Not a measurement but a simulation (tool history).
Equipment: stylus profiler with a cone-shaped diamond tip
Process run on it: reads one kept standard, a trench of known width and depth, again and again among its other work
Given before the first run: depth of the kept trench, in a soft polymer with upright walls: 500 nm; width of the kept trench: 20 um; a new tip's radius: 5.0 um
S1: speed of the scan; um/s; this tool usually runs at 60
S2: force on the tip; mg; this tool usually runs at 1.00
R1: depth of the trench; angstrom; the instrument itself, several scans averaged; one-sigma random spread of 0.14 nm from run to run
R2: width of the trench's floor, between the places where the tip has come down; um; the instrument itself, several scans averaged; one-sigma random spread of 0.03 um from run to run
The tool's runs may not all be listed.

run 1 hour=0.0 | S1=60 S2=1.00 | R1=5051.0 R2=14.88
run 2 hour=43.1 | S1=60 S2=1.00 | R1=5053.9 R2=14.82
run 3 hour=101.5 | S1=60 S2=1.00 | R1=5053.8 R2=14.74
run 4 hour=170.3 | S1=60 S2=1.00 | R1=5055.2 R2=14.73
run 5 hour=245.1 | S1=60 S2=1.00 | R1=5056.7 R2=14.66
run 6 hour=303.4 | S1=60 S2=1.00 | R1=5054.7 R2=14.58
run 7 hour=355.1 | S1=60 S2=1.00 | R1=5056.6 R2=14.49
run 8 hour=387.5 | S1=60 S2=1.00 | R1=5061.0 R2=14.50
run 9 hour=448.2 | S1=60 S2=1.00 | R1=5059.8 R2=14.46
run 10 hour=511.0 | S1=60 S2=1.00 | R1=5059.0 R2=14.35
run 11 hour=547.7 | S1=60 S2=1.00 | R1=5062.6 R2=14.34
run 12 hour=602.2 | S1=60 S2=1.00 | R1=5062.1 R2=14.29
run 13 hour=634.5 | S1=60 S2=0.40 | R1=5043.9 R2=14.12
run 14 hour=691.1 | S1=22 S2=2.73 | R1=5110.5 R2=14.43
run 15 hour=752.8 | S1=22 S2=2.73 | R1=5112.7 R2=14.33
run 16 hour=807.2 | S1=130 S2=0.65 | R1=5052.7 R2=13.88
run 17 hour=848.9 | S1=35 S2=0.34 | R1=5043.6 R2=14.10
run 18 hour=916.0 | S1=28 S2=2.89 | R1=5116.3 R2=14.13
run 19 hour=982.8 | S1=41 S2=1.00 | R1=5068.5 R2=14.02
run 20 hour=1033.2 | S1=164 S2=1.08 | R1=5068.0 R2=13.67
run 21 hour=1098.5 | S1=55 S2=1.79 | R1=5092.1 R2=13.95
run 22 hour=1144.1 | S1=130 S2=1.38 | R1=5081.6 R2=13.71
run 23 hour=1202.2 | S1=130 S2=1.38 | R1=5084.4 R2=13.66
run 24 hour=1236.4 | S1=130 S2=1.38 | R1=5084.7 R2=13.62

Forecast each of these 3 alternatives for the next run:
run A hour=1280.7 | S1=73 S2=0.73 | R1=? R2=?
run B hour=1280.7 | S1=60 S2=2.15 | R1=? R2=?
run C hour=1280.7 | S1=146 S2=2.02 | R1=? R2=?

run=A R1=5063.0 R2=13.65
run=B R1=5106.7 R2=13.78
run=C R1=5100.8 R2=13.62
With the hidden condition removed and each run's random variation left untouched, the same runs would have given:
run=A R1=5035.4 R2=15.41
run=B R1=5079.0 R2=15.53
run=C R1=5073.1 R2=15.37
